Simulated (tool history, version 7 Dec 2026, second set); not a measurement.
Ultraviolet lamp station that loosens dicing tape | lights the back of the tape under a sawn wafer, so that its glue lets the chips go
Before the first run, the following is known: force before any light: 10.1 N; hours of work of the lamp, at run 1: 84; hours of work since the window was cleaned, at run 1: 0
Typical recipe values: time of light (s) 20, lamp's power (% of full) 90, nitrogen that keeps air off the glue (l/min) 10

| run | hour | time of light (s) | lamp's power (% of full) | nitrogen that keeps air off the glue (l/min) | hours of work of the lamp | hours of work since the window was cleaned | force that peels the tape off (N) | light that reached the tape (J/m2) |
|---|---|---|---|---|---|---|---|---|
| 1 | 0.0 | 20 | 90 | 10 | 84 | 0 | 0.260 | 2250 |
| 2 | 7.2 | 20 | 90 | 10 | 88 | 4 | 0.270 | 2290 |
| 3 | 14.2 | 20 | 90 | 10 | 92 | 8 | 0.258 | 2240 |
| 4 | 23.4 | 10 | 90 | 10 | 97 | 12 | 1.368 | 1150 |
| 5 | 33.7 | 20 | 99 | 10 | 102 | 18 | 0.218 | 2550 |
| 6 | 38.7 | 21 | 90 | 10 | 105 | 21 | 0.230 | 2410 |
| 7 | 48.9 | 20 | 90 | 10 | 110 | 26 | 0.265 | 2230 |
| 8 | 53.4 | 20 | 90 | 10 | 113 | 28 | 0.265 | 2270 |
| 9 | 62.8 | 20 | 79 | 10 | 118 | 33 | 0.394 | 1990 |
| 10 | 69.4 | 20 | 90 | 10 | 121 | 37 | 0.270 | 2220 |
| 11 | 77.1 | 20 | 90 | 10 | 125 | 41 | 0.266 | 2290 |
| 12 | 86.5 | 20 | 90 | 5 | 130 | 46 | 0.492 | 2240 |
| 13 | 94.0 | 20 | 90 | 5 | 134 | 50 | 0.495 | 2210 |
| 14 | 102.0 | 20 | 90 | 5 | 139 | 54 | 0.509 | 2250 |
| 15 | 110.0 | 20 | 90 | 5 | 143 | 58 | 0.528 | 2220 |
| 16 | 118.6 | 20 | 90 | 13 | 147 | 63 | 0.235 | 2210 |
| 17 | 125.8 | 20 | 90 | 13 | 151 | 67 | 0.230 | 2170 |
| 18 | 136.2 | 20 | 60 | 10 | 157 | 72 | 0.767 | 1480 |
| 19 | 144.5 | 20 | 90 | 5 | 161 | 77 | 0.510 | 2180 |
| 20 | 150.3 | 20 | 90 | 4 | 164 | 80 | 0.649 | 2160 |
| 21 | 155.1 | 20 | 90 | 10 | 167 | 82 | 0.285 | 2220 |
| 22 | 162.5 | 20 | 90 | 14 | 171 | 86 | 0.221 | 2220 |
| 23 | 172.7 | 11 | 91 | 6 | 176 | 92 | 1.686 | 1240 |
| 24 | 178.3 | 17 | 90 | 8 | 179 | 95 | 0.527 | 1880 |
| 25 | 184.9 | 20 | 93 | 10 | 183 | 98 | 0.262 | 2280 |
| 26 | 192.9 | 13 | 80 | 6 | 187 | 103 | 1.581 | 1260 |
| 27 | 202.1 | 33 | 97 | 10 | 192 | 107 | 0.115 | 3870 |
| 28 | 211.8 | 17 | 97 | 10 | 197 | 113 | 0.370 | 1980 |
| 29 | 217.0 | 11 | 67 | 18 | 200 | 115 | 1.598 | 870 |
| 30 | 224.0 | 11 | 67 | 18 | 204 | 119 | 1.623 | 870 |
| 31 | 232.6 | 11 | 67 | 18 | 208 | 124 | 1.594 | 880 |
| 32 | 237.9 | 30 | 80 | 9 | 211 | 126 | 0.161 | 2900 |
| 33 | 244.3 | 30 | 80 | 9 | 214 | 130 | 0.160 | 2850 |
| 34 | 249.1 | 20 | 90 | 6 | 217 | 132 | 0.456 | 2130 |
| 35 | 255.0 | 20 | 90 | 6 | 220 | 136 | 0.464 | 2160 |
| 36 | 263.6 | 16 | 61 | 6 | 225 | 140 | 1.778 | 1110 |
| 37 | 268.4 | 16 | 61 | 6 | 227 | 143 | 1.762 | 1170 |
| 38 | 276.0 | 30 | 100 | 14 | 231 | 147 | 0.097 | 3590 |
| 39 | 280.2 | 20 | 90 | 11 | 233 | 149 | 0.283 | 2130 |
| 40 | 288.4 | 12 | 91 | 8 | 238 | 153 | 1.235 | 1300 |
| 41 | 298.1 | 28 | 62 | 8 | 243 | 158 | 0.405 | 2050 |
| 42 | 302.3 | 28 | 62 | 8 | 245 | 161 | 0.429 | 2020 |
| 43 | 306.8 | 10 | 74 | 7 | 248 | 163 | 2.495 | 890 |

For some of the steps in force that peels the tape off (N) from one run to the next: how much would appear even if the tool had no hidden state, given the settings, what came in and random variation, and how much remains for the hidden state plus any gauge scatter that the measured result and the result without hidden state don't share?
The tool's hidden condition here consists of: lamp's light, % of a new lamp's; light that the window lets through, % of a clean one's; drift of the gauge itself on peel_n, %; drift of the gauge itself on dose_mj_cm2, %.
Run 26 -> 27: time of light (s) 13 -> 33, lamp's power (% of full) 80 -> 97, nitrogen that keeps air off the glue (l/min) 6 -> 10. force that peels the tape off (N) -1.466: hidden state -0.189, all else -1.277.
Run 31 -> 32: time of light (s) 11 -> 30, lamp's power (% of full) 67 -> 80, nitrogen that keeps air off the glue (l/min) 18 -> 9. force that peels the tape off (N) -1.433: hidden state -0.195, all else -1.238.
Run 37 -> 38: time of light (s) 16 -> 30, lamp's power (% of full) 61 -> 100, nitrogen that keeps air off the glue (l/min) 6 -> 14. force that peels the tape off (N) -1.665: hidden state -0.248, all else -1.417.
Run 42 -> 43: time of light (s) 28 -> 10, lamp's power (% of full) 62 -> 74, nitrogen that keeps air off the glue (l/min) 8 -> 7. force that peels the tape off (N) +2.066: hidden state +0.225, all else +1.841.

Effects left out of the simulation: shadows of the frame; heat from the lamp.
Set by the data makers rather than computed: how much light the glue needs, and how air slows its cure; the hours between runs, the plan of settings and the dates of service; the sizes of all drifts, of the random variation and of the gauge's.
